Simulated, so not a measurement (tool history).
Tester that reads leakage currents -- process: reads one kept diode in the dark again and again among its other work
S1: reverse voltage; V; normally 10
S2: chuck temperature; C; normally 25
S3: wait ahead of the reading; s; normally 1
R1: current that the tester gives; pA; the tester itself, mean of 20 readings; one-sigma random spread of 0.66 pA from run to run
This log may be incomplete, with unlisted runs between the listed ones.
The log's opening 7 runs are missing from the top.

run	hour	S1	S2	S3	R1
8	525.1	1.3	25	1	111.41
9	596	1.3	25	1	111.41
# hour 669: chuck's temperature calibrated
10	681.5	1.3	25	1	111.5
11	742.7	1.3	25	1	111.28
12	794	10	25	1	220.46
13	891.1	10	25	1	218.54
14	961.2	1.6	25	1	118.78
15	1008	10	25	1	218.89
16	1063.8	10	25	1	218.47
17	1111.2	10	25	1	219.04
18	1167.7	10	25	8.09	216.35
19	1262.6	10	25	8.09	217.19
20	1361.7	10	25	8.09	216.35
21	1446.2	10	25	8.09	216.29
22	1497.4	8	36	8.09	452.65
23	1576.7	8	36	8.09	453.97
24	1678.1	8	36	8.09	453.66

Estimate the outcome of run 25 from the log above:
25	1761.8	8	36	8.09	?

R1: 452.54 pA
Without the tool's hidden state the same run would have given R1 452.26 pA.

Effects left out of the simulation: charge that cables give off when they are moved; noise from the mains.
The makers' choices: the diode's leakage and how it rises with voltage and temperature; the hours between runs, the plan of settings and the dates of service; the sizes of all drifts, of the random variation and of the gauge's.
